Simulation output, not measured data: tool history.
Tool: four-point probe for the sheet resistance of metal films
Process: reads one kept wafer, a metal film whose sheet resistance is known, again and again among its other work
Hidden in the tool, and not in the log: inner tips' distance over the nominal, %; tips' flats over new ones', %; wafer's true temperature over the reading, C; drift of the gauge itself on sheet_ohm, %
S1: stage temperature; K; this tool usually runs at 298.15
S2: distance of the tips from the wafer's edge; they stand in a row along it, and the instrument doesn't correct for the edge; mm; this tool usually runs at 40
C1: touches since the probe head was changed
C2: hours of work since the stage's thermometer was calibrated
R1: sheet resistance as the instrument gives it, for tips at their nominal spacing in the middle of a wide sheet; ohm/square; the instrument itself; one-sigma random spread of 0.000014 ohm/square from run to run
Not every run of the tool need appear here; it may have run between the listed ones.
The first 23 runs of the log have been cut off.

run    hour      S1  S2     C1    C2        R1
 24   536.7  295.15  55  30534  2225  0.071170
 25   563.9  295.15  55  31104  2240  0.071159
 26   588.5  295.15  55  31618  2254  0.071182
 27   616.9  295.15  55  32210  2270  0.071163
 28   629.9  293.15  40  32483  2277  0.071048
 29   649.4  298.15  10  32890  2288  0.071749
 30   665.6  298.15  10  33228  2297  0.071744
 31   692.7  293.15   4  33793  2312  0.073346
 32   713.8  301.15   3  34234  2324  0.075554
 33   734.8  301.15  13  34673  2336  0.071763
 34   763.5  301.15  13  35272  2351  0.071761
 35   777.0  297.15  46  35556  2359  0.071303
 36   804.9  304.15   7  36137  2375  0.072533
 37   827.3  304.15   7  36605  2387  0.072483
 38   849.5  295.15  17  37069  2399  0.071317
 39   863.2  295.15  17  37354  2407  0.071293
      883.5  -- stage's thermometer calibrated
 40   887.4  295.15  17  37852     2  0.071285
 41   907.6  297.15  14  38273    13  0.071477
 42   931.7  292.15   3  38775    27  0.074961
 43   954.8  302.15  59  39258    40  0.071610
 44   977.2  302.15  38  39726    52  0.071625
 45  1005.5  294.15   3  40317    68  0.075085
 46  1029.8  294.15   3  40825    81  0.075082

Forecast each of these 3 alternatives for the next run:
  A  1061.0  305.15   5  41478  99   ?
  B  1061.0  301.15  40  41478  99   ?
  C  1061.0  298.15   6  41478  99   ?

run        R1
  A  0.073280
  B  0.071541
  C  0.072387
Without the tool's unlogged condition, the same runs would have read:
run        R1
  A  0.073266
  B  0.071527
  C  0.072374
